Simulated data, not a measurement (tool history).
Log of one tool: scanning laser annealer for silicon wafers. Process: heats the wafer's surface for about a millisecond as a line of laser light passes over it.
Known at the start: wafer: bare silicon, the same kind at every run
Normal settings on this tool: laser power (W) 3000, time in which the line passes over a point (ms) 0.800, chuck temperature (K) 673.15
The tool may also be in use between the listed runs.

| run | day | laser power (W) | time in which the line passes over a point (ms) | chuck temperature (K) | highest temperature of the surface (K) |
|---|---|---|---|---|---|
| 1 | 0.000 | 3000 | 0.800 | 673.15 | 1418.15 |
| 2 | 1.696 | 3000 | 0.622 | 673.15 | 1326.15 |
| 3 | 3.392 | 3000 | 0.622 | 673.15 | 1323.15 |
| 4 | 4.225 | 3000 | 0.622 | 673.15 | 1322.15 |
| 5 | 5.571 | 3000 | 0.622 | 673.15 | 1325.15 |
|  | 6.779 | window over the wafer cleaned |
| 6 | 7.008 | 3000 | 0.622 | 673.15 | 1358.15 |
| 7 | 7.788 | 3000 | 0.800 | 673.15 | 1450.15 |
| 8 | 8.800 | 3000 | 0.800 | 673.15 | 1453.15 |
| 9 | 10.325 | 3000 | 0.907 | 673.15 | 1498.15 |
| 10 | 11.200 | 3000 | 0.907 | 673.15 | 1496.15 |
| 11 | 12.254 | 3000 | 0.907 | 673.15 | 1498.15 |
| 12 | 13.288 | 3000 | 0.800 | 673.15 | 1446.15 |
| 13 | 14.288 | 3000 | 0.800 | 673.15 | 1445.15 |
| 14 | 15.462 | 3000 | 0.800 | 649.15 | 1419.15 |
| 15 | 16.925 | 3000 | 0.800 | 649.15 | 1418.15 |
| 16 | 18.642 | 3000 | 0.962 | 673.15 | 1516.15 |
| 17 | 20.071 | 3000 | 0.962 | 673.15 | 1516.15 |
| 18 | 21.050 | 3000 | 0.962 | 673.15 | 1512.15 |
| 19 | 22.004 | 3110 | 0.962 | 673.15 | 1547.15 |
| 20 | 23.667 | 3110 | 0.962 | 673.15 | 1543.15 |
| 21 | 24.979 | 3250 | 0.962 | 673.15 | 1597.15 |
| 22 | 26.488 | 3250 | 0.780 | 671.15 | 1494.15 |
| 23 | 27.242 | 3000 | 0.702 | 639.15 | 1348.15 |
| 24 | 27.983 | 2555 | 0.818 | 700.15 | 1329.15 |
| 25 | 29.250 | 2555 | 0.647 | 650.15 | 1208.15 |
| 26 | 30.083 | 2980 | 0.705 | 650.15 | 1355.15 |
| 27 | 31.292 | 2980 | 0.705 | 650.15 | 1350.15 |
| 28 | 32.546 | 3201 | 0.728 | 689.15 | 1460.15 |
| 29 | 34.096 | 3201 | 0.728 | 689.15 | 1465.15 |
| 30 | 34.854 | 2604 | 0.594 | 686.15 | 1231.15 |
| 31 | 36.288 | 2557 | 0.619 | 686.15 | 1229.15 |
| 32 | 37.250 | 2557 | 0.619 | 686.15 | 1227.15 |
| 33 | 38.354 | 2557 | 0.619 | 686.15 | 1224.15 |
| 34 | 39.800 | 3000 | 0.798 | 673.15 | 1415.15 |
| 35 | 41.021 | 3000 | 0.640 | 673.15 | 1335.15 |
| 36 | 42.467 | 3085 | 0.800 | 667.15 | 1435.15 |
| 37 | 43.317 | 2976 | 0.716 | 673.15 | 1365.15 |
| 38 | 44.962 | 2976 | 0.592 | 702.15 | 1330.15 |
| 39 | 46.662 | 2976 | 0.592 | 702.15 | 1327.15 |
| 40 | 47.792 | 2976 | 0.592 | 702.15 | 1329.15 |

Alternative continuations, all from the tool just after run 40; predict every row:
| A | 49.383 | 2976 | 0.736 | 682.15 | ? |
| B | 49.383 | 3000 | 0.683 | 693.15 | ? |
| C | 49.383 | 2976 | 0.649 | 702.15 | ? |
| D | 49.383 | 3244 | 0.782 | 702.15 | ? |

| run | highest temperature of the surface (K) |
|---|---|
| A | 1382.15 |
| B | 1368.15 |
| C | 1355.15 |
| D | 1501.15 |
What these runs would have given with no unlogged condition in the tool:
| run | highest temperature of the surface (K) |
|---|---|
| A | 1436.15 |
| B | 1421.15 |
| C | 1406.15 |
| D | 1563.15 |
